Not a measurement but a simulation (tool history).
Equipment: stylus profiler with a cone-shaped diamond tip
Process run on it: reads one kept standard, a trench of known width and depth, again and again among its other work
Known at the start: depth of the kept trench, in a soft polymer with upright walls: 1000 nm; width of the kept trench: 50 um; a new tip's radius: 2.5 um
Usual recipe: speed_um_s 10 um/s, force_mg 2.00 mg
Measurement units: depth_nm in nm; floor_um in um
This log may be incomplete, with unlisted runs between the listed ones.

run 1 hour=0.0 | speed_um_s=10 force_mg=2.00 | depth_nm=1009.78 floor_um=45.77
run 2 hour=19.1 | speed_um_s=10 force_mg=2.00 | depth_nm=1009.43 floor_um=45.73
run 3 hour=52.5 | speed_um_s=10 force_mg=2.00 | depth_nm=1009.77 floor_um=45.80
run 4 hour=84.3 | speed_um_s=10 force_mg=2.00 | depth_nm=1009.67 floor_um=45.72
run 5 hour=118.5 | speed_um_s=23 force_mg=2.00 | depth_nm=1009.27 floor_um=45.68
run 6 hour=136.0 | speed_um_s=23 force_mg=2.00 | depth_nm=1009.60 floor_um=45.63
run 7 hour=154.7 | speed_um_s=23 force_mg=2.00 | depth_nm=1009.08 floor_um=45.63
run 8 hour=176.8 | speed_um_s=4 force_mg=2.00 | depth_nm=1009.08 floor_um=45.67
run 9 hour=200.5 | speed_um_s=4 force_mg=2.00 | depth_nm=1008.93 floor_um=45.67
run 10 hour=233.6 | speed_um_s=4 force_mg=2.00 | depth_nm=1008.69 floor_um=45.66
run 11 hour=273.6 | speed_um_s=4 force_mg=2.00 | depth_nm=1008.77 floor_um=45.69
run 12 hour=298.8 | speed_um_s=4 force_mg=2.00 | depth_nm=1008.76 floor_um=45.63
run 13 hour=330.8 | speed_um_s=4 force_mg=2.00 | depth_nm=1008.19 floor_um=45.60
run 14 hour=361.0 | speed_um_s=10 force_mg=4.21 | depth_nm=1015.63 floor_um=45.62
run 15 hour=388.0 | speed_um_s=10 force_mg=4.21 | depth_nm=1015.94 floor_um=45.56
run 16 hour=420.7 | speed_um_s=10 force_mg=2.00 | depth_nm=1008.35 floor_um=45.55
run 17 hour=456.8 | speed_um_s=10 force_mg=2.21 | depth_nm=1008.34 floor_um=45.51
-- hour=460.3 height scale calibrated on a step standard
run 18 hour=475.0 | speed_um_s=10 force_mg=2.21 | depth_nm=1006.52 floor_um=45.58
run 19 hour=502.1 | speed_um_s=3 force_mg=3.19 | depth_nm=1009.40 floor_um=45.53
run 20 hour=525.8 | speed_um_s=3 force_mg=3.19 | depth_nm=1009.22 floor_um=45.57
run 21 hour=545.2 | speed_um_s=3 force_mg=3.19 | depth_nm=1009.31 floor_um=45.56
run 22 hour=570.7 | speed_um_s=21 force_mg=4.20 | depth_nm=1012.60 floor_um=45.46
-- hour=586.1 height scale calibrated on a step standard, once more
run 23 hour=609.6 | speed_um_s=20 force_mg=3.92 | depth_nm=1017.97 floor_um=45.41
run 24 hour=638.4 | speed_um_s=20 force_mg=3.92 | depth_nm=1018.11 floor_um=45.44
run 25 hour=656.1 | speed_um_s=5 force_mg=4.45 | depth_nm=1020.24 floor_um=45.39
run 26 hour=682.0 | speed_um_s=15 force_mg=1.25 | depth_nm=1008.11 floor_um=45.43
run 27 hour=708.8 | speed_um_s=2 force_mg=1.16 | depth_nm=1007.54 floor_um=45.48
run 28 hour=728.8 | speed_um_s=2 force_mg=1.16 | depth_nm=1007.58 floor_um=45.49
run 29 hour=748.9 | speed_um_s=2 force_mg=1.16 | depth_nm=1007.63 floor_um=45.43
run 30 hour=774.5 | speed_um_s=7 force_mg=1.16 | depth_nm=1007.39 floor_um=45.47
run 31 hour=797.0 | speed_um_s=13 force_mg=1.88 | depth_nm=1010.12 floor_um=45.46
run 32 hour=833.5 | speed_um_s=3 force_mg=1.17 | depth_nm=1007.48 floor_um=45.43
run 33 hour=861.3 | speed_um_s=3 force_mg=1.17 | depth_nm=1006.97 floor_um=45.40
run 34 hour=879.3 | speed_um_s=14 force_mg=1.01 | depth_nm=1006.40 floor_um=45.34
run 35 hour=917.5 | speed_um_s=14 force_mg=1.01 | depth_nm=1005.86 floor_um=45.35

Below are 3 alternative next runs, each starting from the tool's condition after run 35. Predict each:
run A hour=946.2 | speed_um_s=14 force_mg=3.44 | depth_nm=? floor_um=?
run B hour=946.2 | speed_um_s=23 force_mg=0.77 | depth_nm=? floor_um=?
run C hour=946.2 | speed_um_s=26 force_mg=3.63 | depth_nm=? floor_um=?

run=A depth_nm=1015.21 floor_um=45.36
run=B depth_nm=1004.80 floor_um=45.21
run=C depth_nm=1015.77 floor_um=45.20
Stripped of hidden state, with their random variation kept, the same runs would have yielded:
run=A depth_nm=1016.75 floor_um=45.99
run=B depth_nm=1006.33 floor_um=45.83
run=C depth_nm=1017.31 floor_um=45.82
